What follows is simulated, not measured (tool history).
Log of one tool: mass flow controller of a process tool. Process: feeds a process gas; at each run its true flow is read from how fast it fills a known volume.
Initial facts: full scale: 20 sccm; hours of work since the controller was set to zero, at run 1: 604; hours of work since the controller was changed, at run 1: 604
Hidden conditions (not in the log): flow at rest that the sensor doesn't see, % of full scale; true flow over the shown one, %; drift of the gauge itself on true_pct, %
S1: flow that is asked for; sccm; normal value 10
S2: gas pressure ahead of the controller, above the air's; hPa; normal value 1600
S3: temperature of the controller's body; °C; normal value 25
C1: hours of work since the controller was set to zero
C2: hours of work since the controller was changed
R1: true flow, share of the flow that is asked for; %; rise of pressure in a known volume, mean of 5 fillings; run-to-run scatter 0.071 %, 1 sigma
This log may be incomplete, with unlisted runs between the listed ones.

run 1 hour=0.0 | S1=10 S2=1600 S3=25 | C1=604 C2=604 | R1=99.86
run 2 hour=346.0 | S1=10 S2=1600 S3=25 | C1=723 C2=723 | R1=99.70
run 3 hour=614.9 | S1=10 S2=1600 S3=25 | C1=815 C2=815 | R1=99.58
run 4 hour=803.7 | S1=10 S2=1600 S3=27 | C1=880 C2=880 | R1=99.39
run 5 hour=1085.4 | S1=10 S2=1600 S3=25 | C1=976 C2=976 | R1=99.36
run 6 hour=1253.2 | S1=10 S2=1600 S3=25 | C1=1034 C2=1034 | R1=99.34
run 7 hour=1493.3 | S1=10 S2=1600 S3=25 | C1=1116 C2=1116 | R1=99.24
run 8 hour=1726.1 | S1=10 S2=1600 S3=25 | C1=1196 C2=1196 | R1=99.06
run 9 hour=1953.4 | S1=10 S2=1600 S3=25 | C1=1274 C2=1274 | R1=98.92
run 10 hour=2194.0 | S1=10 S2=1600 S3=25 | C1=1356 C2=1356 | R1=98.78
run 11 hour=2435.1 | S1=4 S2=1600 S3=20 | C1=1439 C2=1439 | R1=98.58
run 12 hour=2591.2 | S1=4 S2=1720 S3=26 | C1=1492 C2=1492 | R1=98.24
run 13 hour=2881.7 | S1=4 S2=1720 S3=26 | C1=1592 C2=1592 | R1=98.13
run 14 hour=3146.8 | S1=17 S2=2560 S3=35 | C1=1682 C2=1682 | R1=97.79
run 15 hour=3365.5 | S1=20 S2=1600 S3=33 | C1=1757 C2=1757 | R1=98.19
-- hour=3563.4 gauge calibrated
run 16 hour=3563.8 | S1=9 S2=1810 S3=23 | C1=1825 C2=1825 | R1=99.67
run 17 hour=3860.4 | S1=9 S2=1620 S3=26 | C1=1927 C2=1927 | R1=99.77
run 18 hour=4139.8 | S1=17 S2=1610 S3=30 | C1=2023 C2=2023 | R1=99.64
run 19 hour=4452.2 | S1=9 S2=2450 S3=30 | C1=2130 C2=2130 | R1=98.72
run 20 hour=4617.7 | S1=9 S2=2050 S3=31 | C1=2186 C2=2186 | R1=98.97

Here are 3 independent what-if runs from the current tool condition. What would each one return?
run A hour=4781.4 | S1=5 S2=2050 S3=31 | C1=2243 C2=2243 | R1=?
run B hour=4781.4 | S1=15 S2=2160 S3=25 | C1=2243 C2=2243 | R1=?
run C hour=4781.4 | S1=2 S2=1950 S3=31 | C1=2243 C2=2243 | R1=?

run=A R1=98.87
run=B R1=99.08
run=C R1=98.70
What these runs would have given with no unlogged condition in the tool:
run=A R1=99.49
run=B R1=99.70
run=C R1=99.33

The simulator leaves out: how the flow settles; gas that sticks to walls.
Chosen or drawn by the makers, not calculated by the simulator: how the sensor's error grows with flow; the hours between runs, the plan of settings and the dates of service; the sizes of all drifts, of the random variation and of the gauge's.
